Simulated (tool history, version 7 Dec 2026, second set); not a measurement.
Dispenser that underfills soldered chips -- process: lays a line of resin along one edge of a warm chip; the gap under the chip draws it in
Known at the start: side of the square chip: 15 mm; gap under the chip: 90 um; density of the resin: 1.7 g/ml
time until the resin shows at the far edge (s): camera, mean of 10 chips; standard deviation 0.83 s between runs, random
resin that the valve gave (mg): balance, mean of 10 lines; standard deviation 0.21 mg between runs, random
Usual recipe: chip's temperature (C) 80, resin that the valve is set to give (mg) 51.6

run   hour  chip's temperature (C)  resin that the valve is set to give (mg)  time until the resin shows at the far edge (s)  resin that the valve gave (mg)
  1    0.0                      80                                      51.6                                           127.7                           50.41
       0.8  -- new syringe of resin
  2    4.9                      80                                      51.6                                           101.6                           50.04
  3    8.6                      80                                      51.6                                           119.3                           50.23
      11.6  -- new syringe of resin
  4   11.9                      80                                      51.6                                            84.4                           49.83
  5   15.1                      80                                      56.2                                            96.3                           54.37
  6   19.9                      80                                      56.2                                           121.0                           54.36
      22.2  -- new syringe of resin
  7   23.1                      80                                      56.2                                            84.4                           54.30
  8   25.7                      76                                      51.6                                           118.4                           50.11
  9   29.9                      76                                      51.6                                           141.6                           50.15
      32.9  -- new syringe of resin
 10   35.0                      80                                      51.6                                            90.5                           49.73
 11   39.4                      80                                      51.6                                           110.7                           50.06
 12   42.4                      80                                      51.6                                           126.8                           49.59
      43.8  -- new syringe of resin
 13   46.8                      71                                      51.6                                           149.5                           49.24
 14   50.3                      71                                      51.6                                           175.9                           49.35
 15   52.7                      74                                      50.0                                           169.6                           47.86
      54.4  -- new syringe of resin
 16   55.5                      69                                      61.8                                           152.8                           58.76
 17   60.4                      94                                      45.3                                            58.7                           42.98
 18   64.4                      85                                      50.2                                           105.0                           47.46
      65.1  -- new syringe of resin
 19   69.8                      69                                      58.6                                           177.2                           55.57
 20   73.0                      75                                      44.4                                           160.2                           42.10
      75.7  -- new syringe of resin
 21   76.8                      68                                      56.5                                           163.8                           53.57
 22   81.0                      76                                      54.9                                           131.8                           51.33
 23   85.3                      76                                      54.9                                           161.3                           51.50
      86.3  -- new syringe of resin
 24   88.1                      76                                      54.9                                           110.8                           51.35
 25   90.6                      75                                      52.2                                           133.5                           48.89
 26   95.7                      75                                      52.2                                           166.3                           48.63
      97.2  -- new syringe of resin
      98.5  -- dispensing valve cleaned and set on the balance
 27  100.2                      73                                      53.0                                           135.4                           52.99

Hidden state or all else? Some run-to-run changes of time until the resin shows at the far edge (s), split into what the settings, what came in and random variation would give without the hidden state, and what is left for the hidden state (with any gauge scatter that isn't in both results):
Hidden state present: resin's viscosity, % of fresh resin's; dose that the valve gives, % of what is set; true chip temperature over the reading, C; drift of the gauge itself on fill_s, %; drift of the gauge itself on given_mg, %.
Run 15 -> 16: chip's temperature (C) 74 -> 69, resin that the valve is set to give (mg) 50.0 -> 61.8, new syringe of resin. time until the resin shows at the far edge (s) -16.8: hidden state -43.9, all else +27.1.
Run 16 -> 17: chip's temperature (C) 69 -> 94, resin that the valve is set to give (mg) 61.8 -> 45.3. time until the resin shows at the far edge (s) -94.1: hidden state -1.9, all else -92.2.
Run 18 -> 19: chip's temperature (C) 85 -> 69, resin that the valve is set to give (mg) 50.2 -> 58.6, new syringe of resin. time until the resin shows at the far edge (s) +72.2: hidden state +2.2, all else +70.0.
Run 23 -> 24: new syringe of resin. time until the resin shows at the far edge (s) -50.5: hidden state -48.0, all else -2.5.
